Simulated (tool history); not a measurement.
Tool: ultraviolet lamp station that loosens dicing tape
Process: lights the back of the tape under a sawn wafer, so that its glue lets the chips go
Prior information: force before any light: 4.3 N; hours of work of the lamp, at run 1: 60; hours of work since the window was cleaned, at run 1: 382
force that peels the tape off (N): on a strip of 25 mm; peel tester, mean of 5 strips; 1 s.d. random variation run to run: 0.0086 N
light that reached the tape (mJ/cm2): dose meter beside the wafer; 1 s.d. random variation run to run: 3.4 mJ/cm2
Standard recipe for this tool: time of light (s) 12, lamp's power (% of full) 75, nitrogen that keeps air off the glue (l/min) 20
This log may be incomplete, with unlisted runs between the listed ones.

run	hour	time of light (s)	lamp's power (% of full)	nitrogen that keeps air off the glue (l/min)	hours of work of the lamp	hours of work since the window was cleaned	force that peels the tape off (N)	light that reached the tape (mJ/cm2)
1	0	12	75	20	60	382	0.405	503
2	9.9	12	86	20	67	389	0.32	574
3	24.7	12	86	20	79	400	0.35	570
4	35.4	12	75	20	87	409	0.413	494
5	48.7	12	75	20	97	419	0.441	496
6	60	12	75	20	106	428	0.434	494
7	80	12	76	20	121	443	0.417	494
8	90	12	76	20	129	451	0.406	498
9	104.5	12	76	20	140	462	0.456	490
# hour 107: window cleaned of glue's vapour
10	115	12	76	20	148	6	0.492	464
11	126.4	12	76	20	157	15	0.5	461
12	139	12	76	20	166	25	0.501	464
# hour 152.9: window cleaned of glue's vapour, once more
13	157	12	76	20	180	3	0.357	549
14	166.6	12	76	14	187	11	0.464	545
15	176.2	12	76	14	195	18	0.457	549
16	189.3	20	76	14	205	28	0.202	900
17	202.9	20	76	14	215	38	0.205	896
18	217	20	69	14	226	49	0.22	823
19	238.6	20	69	14	242	66	0.232	810
20	257	20	69	14	257	80	0.226	807
21	268.4	8	75	20	265	89	0.779	350
22	284.2	8	75	20	277	101	0.809	352
23	302	8	75	20	291	115	0.787	347
24	314.7	8	75	20	301	124	0.803	343
25	326	8	75	20	310	133	0.831	341
26	342.3	7	75	11	322	146	1.276	298
27	362.1	17	75	36	337	161	0.186	721
28	377.2	12	88	33	349	172	0.251	593
29	388	12	75	7	357	181	0.782	506
30	401.6	12	75	7	368	191	0.812	499
31	415.2	12	75	7	378	202	0.795	503
32	430.4	12	75	7	390	213	0.782	493
33	450.9	12	75	7	406	229	0.784	491
34	460.3	7	75	20	413	236	1.01	290
35	475.9	8	75	20	425	248	0.882	328
36	496.7	14	68	20	441	264	0.408	512
37	518.7	22	60	23	458	281	0.226	706
38	532.7	17	71	33	468	292	0.221	648
39	547.5	8	93	6	480	303	1.146	396
40	567.4	12	75	8	495	319	0.763	479
41	584	10	95	20	508	331	0.42	497
42	594.4	8	67	9	516	339	1.452	285
43	615.8	8	67	9	532	356	1.429	276

Below, each run's measurement less what the same run would have read without the hidden state. Both values contain the same run-to-run variation, but the gauge's scatter may not be the same in both:
The hidden state here: lamp's light, % of a new lamp's; light that the window lets through, % of a clean one's; drift of the gauge itself on peel_n, %; drift of the gauge itself on dose_mj_cm2, %.
run	force that peels the tape off (N)	light that reached the tape (mJ/cm2)
1	+0.069	-55
2	+0.054	-64
3	+0.059	-67
4	+0.077	-61
5	+0.084	-63
6	+0.085	-65
7	+0.085	-68
8	+0.085	-70
9	+0.097	-71
10	+0.148	-104
11	+0.152	-106
12	+0.156	-108
13	+0.021	-20
14	+0.03	-21
15	+0.032	-22
16	+0.01	-41
17	+0.011	-44
18	+0.016	-45
19	+0.019	-49
20	+0.021	-54
21	+0.077	-24
22	+0.086	-26
23	+0.09	-28
24	+0.095	-29
25	+0.102	-31
26	+0.131	-29
27	+0.016	-72
28	+0.035	-62
29	+0.117	-55
30	+0.125	-57
31	+0.127	-59
32	+0.13	-60
33	+0.137	-63
34	+0.161	-38
35	+0.159	-45
36	+0.086	-75
37	+0.036	-108
38	+0.035	-102
39	+0.204	-65
40	+0.169	-81
41	+0.105	-89
42	+0.246	-51
43	+0.251	-53
